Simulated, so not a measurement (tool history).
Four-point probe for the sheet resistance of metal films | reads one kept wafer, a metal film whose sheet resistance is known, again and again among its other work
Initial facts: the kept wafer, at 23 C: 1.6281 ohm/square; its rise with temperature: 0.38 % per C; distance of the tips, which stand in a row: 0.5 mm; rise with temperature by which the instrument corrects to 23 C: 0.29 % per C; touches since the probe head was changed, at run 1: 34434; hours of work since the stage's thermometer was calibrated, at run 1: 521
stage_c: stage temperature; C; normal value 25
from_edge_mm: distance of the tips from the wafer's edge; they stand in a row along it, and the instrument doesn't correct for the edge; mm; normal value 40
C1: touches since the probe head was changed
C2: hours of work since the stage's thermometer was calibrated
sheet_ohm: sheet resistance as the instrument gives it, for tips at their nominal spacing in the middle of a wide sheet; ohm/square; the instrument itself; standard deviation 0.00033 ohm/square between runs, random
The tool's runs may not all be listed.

{"run": 1, "hour": 0.0, "stage_c": 25, "from_edge_mm": 40, "C1": 34434, "C2": 521, "sheet_ohm": 1.63963}
{"run": 2, "hour": 33.2, "stage_c": 25, "from_edge_mm": 40, "C1": 35517, "C2": 543, "sheet_ohm": 1.641096}
{"run": 3, "hour": 49.6, "stage_c": 25, "from_edge_mm": 40, "C1": 36053, "C2": 554, "sheet_ohm": 1.64059}
{"run": 4, "hour": 67.2, "stage_c": 25, "from_edge_mm": 40, "C1": 36628, "C2": 565, "sheet_ohm": 1.639378}
{"run": 5, "hour": 91.4, "stage_c": 25, "from_edge_mm": 47, "C1": 37419, "C2": 581, "sheet_ohm": 1.640216}
{"run": 6, "hour": 126.0, "stage_c": 25, "from_edge_mm": 47, "C1": 38548, "C2": 604, "sheet_ohm": 1.640988}
{"run": 7, "hour": 150.9, "stage_c": 25, "from_edge_mm": 15, "C1": 39362, "C2": 621, "sheet_ohm": 1.641544}
{"run": 8, "hour": 190.4, "stage_c": 25, "from_edge_mm": 15, "C1": 40652, "C2": 647, "sheet_ohm": 1.641793}
{"run": 9, "hour": 222.5, "stage_c": 25, "from_edge_mm": 15, "C1": 41699, "C2": 668, "sheet_ohm": 1.642018}
{"run": 10, "hour": 239.8, "stage_c": 18, "from_edge_mm": 40, "C1": 42263, "C2": 679, "sheet_ohm": 1.631808}
{"run": 11, "hour": 270.1, "stage_c": 28, "from_edge_mm": 40, "C1": 43253, "C2": 699, "sheet_ohm": 1.644732}
{"run": 12, "hour": 297.2, "stage_c": 28, "from_edge_mm": 40, "C1": 44138, "C2": 717, "sheet_ohm": 1.644933}
{"run": 13, "hour": 325.2, "stage_c": 28, "from_edge_mm": 4, "C1": 45055, "C2": 736, "sheet_ohm": 1.659242}
{"run": 14, "hour": 354.4, "stage_c": 28, "from_edge_mm": 4, "C1": 46006, "C2": 755, "sheet_ohm": 1.659744}
{"run": 15, "hour": 383.4, "stage_c": 28, "from_edge_mm": 4, "C1": 46955, "C2": 774, "sheet_ohm": 1.659342}
{"run": 16, "hour": 401.7, "stage_c": 28, "from_edge_mm": 6, "C1": 47551, "C2": 786, "sheet_ohm": 1.651665}
{"run": 17, "hour": 418.9, "stage_c": 28, "from_edge_mm": 6, "C1": 48112, "C2": 798, "sheet_ohm": 1.652019}
{"run": 18, "hour": 441.6, "stage_c": 25, "from_edge_mm": 40, "C1": 48856, "C2": 813, "sheet_ohm": 1.642084}
{"run": 19, "hour": 469.6, "stage_c": 25, "from_edge_mm": 40, "C1": 49770, "C2": 831, "sheet_ohm": 1.641815}
{"run": 20, "hour": 506.0, "stage_c": 25, "from_edge_mm": 40, "C1": 50956, "C2": 855, "sheet_ohm": 1.641984}
{"run": 21, "hour": 524.8, "stage_c": 25, "from_edge_mm": 40, "C1": 51572, "C2": 868, "sheet_ohm": 1.64217}
{"run": 22, "hour": 556.5, "stage_c": 25, "from_edge_mm": 40, "C1": 52608, "C2": 889, "sheet_ohm": 1.642563}
{"run": 23, "hour": 575.9, "stage_c": 25, "from_edge_mm": 40, "C1": 53239, "C2": 902, "sheet_ohm": 1.642275}
{"run": 24, "hour": 594.1, "stage_c": 26, "from_edge_mm": 64, "C1": 53833, "C2": 914, "sheet_ohm": 1.643766}
{"run": 25, "hour": 623.0, "stage_c": 23, "from_edge_mm": 4, "C1": 54777, "C2": 933, "sheet_ohm": 1.652864}
{"run": 26, "hour": 654.3, "stage_c": 20, "from_edge_mm": 6, "C1": 55800, "C2": 953, "sheet_ohm": 1.64156}
{"run": 27, "hour": 690.9, "stage_c": 30, "from_edge_mm": 9, "C1": 56996, "C2": 978, "sheet_ohm": 1.652886}
{"run": 28, "hour": 711.4, "stage_c": 30, "from_edge_mm": 9, "C1": 57665, "C2": 991, "sheet_ohm": 1.652435}
{"run": 29, "hour": 729.7, "stage_c": 19, "from_edge_mm": 21, "C1": 58263, "C2": 1003, "sheet_ohm": 1.635401}
{"run": 30, "hour": 753.4, "stage_c": 26, "from_edge_mm": 21, "C1": 59036, "C2": 1019, "sheet_ohm": 1.645304}
{"run": 31, "hour": 789.6, "stage_c": 22, "from_edge_mm": 21, "C1": 60219, "C2": 1043, "sheet_ohm": 1.639645}
{"run": 32, "hour": 828.1, "stage_c": 21, "from_edge_mm": 41, "C1": 61475, "C2": 1068, "sheet_ohm": 1.637563}
{"run": 33, "hour": 853.9, "stage_c": 21, "from_edge_mm": 41, "C1": 62318, "C2": 1085, "sheet_ohm": 1.638041}
{"run": 34, "hour": 871.0, "stage_c": 21, "from_edge_mm": 41, "C1": 62877, "C2": 1097, "sheet_ohm": 1.638282}
{"run": 35, "hour": 906.9, "stage_c": 25, "from_edge_mm": 5, "C1": 64050, "C2": 1120, "sheet_ohm": 1.652755}
{"run": 36, "hour": 946.4, "stage_c": 35, "from_edge_mm": 30, "C1": 65340, "C2": 1146, "sheet_ohm": 1.657377}
{"run": 37, "hour": 984.8, "stage_c": 34, "from_edge_mm": 4, "C1": 66594, "C2": 1172, "sheet_ohm": 1.669524}
{"run": 38, "hour": 1006.3, "stage_c": 25, "from_edge_mm": 16, "C1": 67294, "C2": 1186, "sheet_ohm": 1.644792}
{"run": 39, "hour": 1022.3, "stage_c": 23, "from_edge_mm": 8, "C1": 67818, "C2": 1197, "sheet_ohm": 1.644862}
{"run": 40, "hour": 1053.2, "stage_c": 34, "from_edge_mm": 71, "C1": 68827, "C2": 1217, "sheet_ohm": 1.656055}
{"run": 41, "hour": 1073.4, "stage_c": 30, "from_edge_mm": 4, "C1": 69486, "C2": 1230, "sheet_ohm": 1.664681}
{"run": 42, "hour": 1110.4, "stage_c": 20, "from_edge_mm": 11, "C1": 70695, "C2": 1255, "sheet_ohm": 1.639302}
{"run": 43, "hour": 1137.6, "stage_c": 34, "from_edge_mm": 24, "C1": 71582, "C2": 1273, "sheet_ohm": 1.656648}
{"run": 44, "hour": 1164.7, "stage_c": 20, "from_edge_mm": 9, "C1": 72467, "C2": 1291, "sheet_ohm": 1.639701}
{"run": 45, "hour": 1203.6, "stage_c": 20, "from_edge_mm": 40, "C1": 73737, "C2": 1316, "sheet_ohm": 1.638159}

Here are 3 independent what-if runs from the current tool condition. What would each one return?
{"run": "A", "hour": 1223.4, "stage_c": 19, "from_edge_mm": 39, "C1": 74386, "C2": 1330, "sheet_ohm": "?"}
{"run": "B", "hour": 1223.4, "stage_c": 33, "from_edge_mm": 19, "C1": 74386, "C2": 1330, "sheet_ohm": "?"}
{"run": "C", "hour": 1223.4, "stage_c": 22, "from_edge_mm": 30, "C1": 74386, "C2": 1330, "sheet_ohm": "?"}

run=A sheet_ohm=1.636938
run=B sheet_ohm=1.656079
run=C sheet_ohm=1.641141
With the hidden condition removed and each run's random variation left untouched, the same runs would have given:
run=A sheet_ohm=1.622974
run=B sheet_ohm=1.642039
run=C sheet_ohm=1.62716
